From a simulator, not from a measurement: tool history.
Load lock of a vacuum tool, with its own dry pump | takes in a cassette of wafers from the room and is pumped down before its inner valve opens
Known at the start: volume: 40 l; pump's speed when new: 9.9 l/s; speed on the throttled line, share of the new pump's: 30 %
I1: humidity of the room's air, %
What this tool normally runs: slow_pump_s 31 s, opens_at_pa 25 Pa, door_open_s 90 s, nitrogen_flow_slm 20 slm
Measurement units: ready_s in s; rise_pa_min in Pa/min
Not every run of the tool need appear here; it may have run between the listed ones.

{"run": 1, "hour": 0.0, "slow_pump_s": 31, "opens_at_pa": 25, "door_open_s": 90, "nitrogen_flow_slm": 20, "I1": 46.6, "ready_s": 55.7, "rise_pa_min": 0.111}
{"run": 2, "hour": 147.2, "slow_pump_s": 31, "opens_at_pa": 25, "door_open_s": 90, "nitrogen_flow_slm": 20, "I1": 44.5, "ready_s": 55.9, "rise_pa_min": 0.104}
{"run": 3, "hour": 289.5, "slow_pump_s": 31, "opens_at_pa": 25, "door_open_s": 90, "nitrogen_flow_slm": 20, "I1": 41.9, "ready_s": 55.0, "rise_pa_min": 0.111}
{"run": 4, "hour": 409.0, "slow_pump_s": 31, "opens_at_pa": 25, "door_open_s": 90, "nitrogen_flow_slm": 20, "I1": 46.2, "ready_s": 54.8, "rise_pa_min": 0.11}
{"run": 5, "hour": 518.1, "slow_pump_s": 31, "opens_at_pa": 25, "door_open_s": 90, "nitrogen_flow_slm": 20, "I1": 45.8, "ready_s": 55.3, "rise_pa_min": 0.118}
{"run": 6, "hour": 614.0, "slow_pump_s": 31, "opens_at_pa": 25, "door_open_s": 90, "nitrogen_flow_slm": 20, "I1": 44.8, "ready_s": 55.9, "rise_pa_min": 0.119}
{"run": 7, "hour": 696.3, "slow_pump_s": 31, "opens_at_pa": 25, "door_open_s": 90, "nitrogen_flow_slm": 20, "I1": 43.9, "ready_s": 55.7, "rise_pa_min": 0.114}
{"run": 8, "hour": 863.2, "slow_pump_s": 31, "opens_at_pa": 25, "door_open_s": 90, "nitrogen_flow_slm": 20, "I1": 42.0, "ready_s": 55.8, "rise_pa_min": 0.121}
{"run": 9, "hour": 1004.9, "slow_pump_s": 31, "opens_at_pa": 25, "door_open_s": 25, "nitrogen_flow_slm": 20, "I1": 46.3, "ready_s": 55.3, "rise_pa_min": 0.102}
{"run": 10, "hour": 1091.8, "slow_pump_s": 31, "opens_at_pa": 25, "door_open_s": 25, "nitrogen_flow_slm": 20, "I1": 45.5, "ready_s": 55.6, "rise_pa_min": 0.105}
{"run": 11, "hour": 1192.7, "slow_pump_s": 31, "opens_at_pa": 25, "door_open_s": 25, "nitrogen_flow_slm": 20, "I1": 43.7, "ready_s": 55.5, "rise_pa_min": 0.098}
{"run": 12, "hour": 1278.9, "slow_pump_s": 31, "opens_at_pa": 25, "door_open_s": 90, "nitrogen_flow_slm": 35, "I1": 44.3, "ready_s": 55.0, "rise_pa_min": 0.121}
{"run": 13, "hour": 1377.2, "slow_pump_s": 31, "opens_at_pa": 25, "door_open_s": 90, "nitrogen_flow_slm": 35, "I1": 46.2, "ready_s": 55.8, "rise_pa_min": 0.122}
{"run": 14, "hour": 1546.1, "slow_pump_s": 31, "opens_at_pa": 25, "door_open_s": 90, "nitrogen_flow_slm": 12, "I1": 47.8, "ready_s": 56.1, "rise_pa_min": 0.154}
{"run": 15, "hour": 1638.9, "slow_pump_s": 21, "opens_at_pa": 24, "door_open_s": 90, "nitrogen_flow_slm": 12, "I1": 42.9, "ready_s": 49.2, "rise_pa_min": 0.146}
{"run": 16, "hour": 1775.7, "slow_pump_s": 36, "opens_at_pa": 25, "door_open_s": 210, "nitrogen_flow_slm": 20, "I1": 44.4, "ready_s": 59.8, "rise_pa_min": 0.177}
{"run": 17, "hour": 1854.5, "slow_pump_s": 38, "opens_at_pa": 25, "door_open_s": 90, "nitrogen_flow_slm": 23, "I1": 45.0, "ready_s": 60.7, "rise_pa_min": 0.146}
{"run": 18, "hour": 1931.9, "slow_pump_s": 31, "opens_at_pa": 25, "door_open_s": 42, "nitrogen_flow_slm": 15, "I1": 44.3, "ready_s": 55.0, "rise_pa_min": 0.137}
{"run": 19, "hour": 2002.8, "slow_pump_s": 31, "opens_at_pa": 25, "door_open_s": 42, "nitrogen_flow_slm": 15, "I1": 44.5, "ready_s": 55.6, "rise_pa_min": 0.136}
{"run": 20, "hour": 2095.7, "slow_pump_s": 27, "opens_at_pa": 45, "door_open_s": 59, "nitrogen_flow_slm": 4, "I1": 45.0, "ready_s": 50.0, "rise_pa_min": 0.173}
{"run": 21, "hour": 2249.0, "slow_pump_s": 42, "opens_at_pa": 26, "door_open_s": 28, "nitrogen_flow_slm": 7, "I1": 42.0, "ready_s": 63.5, "rise_pa_min": 0.148}
{"run": 22, "hour": 2319.1, "slow_pump_s": 42, "opens_at_pa": 26, "door_open_s": 28, "nitrogen_flow_slm": 7, "I1": 43.1, "ready_s": 63.9, "rise_pa_min": 0.151}
{"run": 23, "hour": 2402.2, "slow_pump_s": 25, "opens_at_pa": 24, "door_open_s": 205, "nitrogen_flow_slm": 12, "I1": 44.4, "ready_s": 51.6, "rise_pa_min": 0.215}
{"run": 24, "hour": 2525.4, "slow_pump_s": 31, "opens_at_pa": 25, "door_open_s": 90, "nitrogen_flow_slm": 4, "I1": 43.7, "ready_s": 55.1, "rise_pa_min": 0.191}
{"run": 25, "hour": 2621.1, "slow_pump_s": 23, "opens_at_pa": 46, "door_open_s": 221, "nitrogen_flow_slm": 5, "I1": 42.8, "ready_s": 47.2, "rise_pa_min": 0.244}

Branching from run 25: 3 alternative next runs. What would each branch give?
{"run": "A", "hour": 2711.8, "slow_pump_s": 40, "opens_at_pa": 25, "door_open_s": 90, "nitrogen_flow_slm": 20, "I1": 45.2, "ready_s": "?", "rise_pa_min": "?"}
{"run": "B", "hour": 2711.8, "slow_pump_s": 31, "opens_at_pa": 50, "door_open_s": 105, "nitrogen_flow_slm": 20, "I1": 43.9, "ready_s": "?", "rise_pa_min": "?"}
{"run": "C", "hour": 2711.8, "slow_pump_s": 28, "opens_at_pa": 25, "door_open_s": 90, "nitrogen_flow_slm": 20, "I1": 43.8, "ready_s": "?", "rise_pa_min": "?"}

run=A ready_s=62.4 rise_pa_min=0.177
run=B ready_s=53.2 rise_pa_min=0.179
run=C ready_s=53.6 rise_pa_min=0.168
Take away the tool's hidden state, keep each run's random variation, and the runs would have read:
run=A ready_s=62.0 rise_pa_min=0.058
run=B ready_s=52.7 rise_pa_min=0.061
run=C ready_s=53.1 rise_pa_min=0.052

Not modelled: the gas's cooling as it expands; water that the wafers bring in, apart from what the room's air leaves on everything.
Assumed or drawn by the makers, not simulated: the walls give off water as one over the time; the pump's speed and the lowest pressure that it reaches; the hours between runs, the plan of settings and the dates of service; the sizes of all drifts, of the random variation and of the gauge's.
